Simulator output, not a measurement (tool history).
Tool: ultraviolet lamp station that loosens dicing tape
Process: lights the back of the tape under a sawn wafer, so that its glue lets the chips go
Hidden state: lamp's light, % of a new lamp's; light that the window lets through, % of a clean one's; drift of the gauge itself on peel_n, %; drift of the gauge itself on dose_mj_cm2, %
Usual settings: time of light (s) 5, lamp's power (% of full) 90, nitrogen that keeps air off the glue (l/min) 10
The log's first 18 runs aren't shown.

| run | hour | time of light (s) | lamp's power (% of full) | nitrogen that keeps air off the glue (l/min) | hours of work of the lamp | hours of work since the window was cleaned | force that peels the tape off (N) | light that reached the tape (J/m2) |
|---|---|---|---|---|---|---|---|---|
| 19 | 144.1 | 5 | 90 | 10 | 202 | 12 | 0.818 | 3190 |
| 20 | 154.5 | 5 | 90 | 10 | 208 | 19 | 0.81 | 3200 |
| 21 | 164.9 | 5 | 90 | 10 | 215 | 25 | 0.824 | 3150 |
| 22 | 170.6 | 2 | 92 | 10 | 218 | 29 | 3.214 | 1280 |
| 23 | 176.3 | 5 | 90 | 7 | 222 | 32 | 0.926 | 3200 |
| 24 | 182.5 | 5 | 90 | 7 | 226 | 36 | 0.971 | 3100 |
| 25 | 192.3 | 5 | 70 | 12 | 232 | 42 | 1.296 | 2450 |
| 26 | 198.5 | 5 | 98 | 10 | 236 | 46 | 0.684 | 3430 |
| 27 | 205.2 | 5 | 67 | 10 | 240 | 50 | 1.505 | 2280 |
| 28 | 213.2 | 8 | 72 | 5 | 245 | 55 | 0.694 | 3980 |
| 29 | 221.3 | 4 | 90 | 18 | 250 | 61 | 1.131 | 2490 |
| 30 | 229.4 | 4 | 90 | 18 | 255 | 66 | 1.133 | 2470 |
| 31 | 239.9 | 4 | 88 | 10 | 262 | 72 | 1.37 | 2410 |
| 32 | 248.1 | 3 | 90 | 7 | 267 | 77 | 2.306 | 1820 |
| 33 | 257.5 | 3 | 90 | 7 | 273 | 83 | 2.287 | 1850 |
| 34 | 269.3 | 10 | 77 | 8 | 280 | 91 | 0.345 | 5200 |
| 35 | 277 | 2 | 90 | 10 | 285 | 96 | 3.283 | 1230 |
| 36 | 282.8 | 4 | 90 | 7 | 289 | 99 | 1.532 | 2380 |
| 37 | 289.7 | 2 | 69 | 7 | 293 | 104 | 4.701 | 940 |
| 38 | 299 | 3 | 90 | 10 | 299 | 109 | 2.137 | 1800 |
| 39 | 305.3 | 5 | 82 | 10 | 303 | 113 | 1.075 | 2710 |
| 40 | 313.3 | 9 | 70 | 10 | 308 | 118 | 0.464 | 4230 |
| 41 | 321.4 | 4 | 60 | 10 | 313 | 123 | 2.53 | 1600 |
| 42 | 334.4 | 5 | 87 | 5 | 321 | 132 | 1.305 | 2870 |

4 ways to go on from here, each from the tool as it stands after run 42. What would each give?
| A | 341.3 | 9 | 68 | 5 | 326 | 136 | ? | ? |
| B | 341.3 | 5 | 95 | 5 | 326 | 136 | ? | ? |
| C | 341.3 | 5 | 90 | 13 | 326 | 136 | ? | ? |
| D | 341.3 | 5 | 93 | 10 | 326 | 136 | ? | ? |

| run | force that peels the tape off (N) | light that reached the tape (J/m2) |
|---|---|---|
| A | 0.67 | 4020 |
| B | 1.097 | 3130 |
| C | 0.875 | 3000 |
| D | 0.867 | 3050 |
Without the tool's hidden state the same runs would have given:
| run | force that peels the tape off (N) | light that reached the tape (J/m2) |
|---|---|---|
| A | 0.445 | 4960 |
| B | 0.735 | 3860 |
| C | 0.582 | 3700 |
| D | 0.575 | 3760 |

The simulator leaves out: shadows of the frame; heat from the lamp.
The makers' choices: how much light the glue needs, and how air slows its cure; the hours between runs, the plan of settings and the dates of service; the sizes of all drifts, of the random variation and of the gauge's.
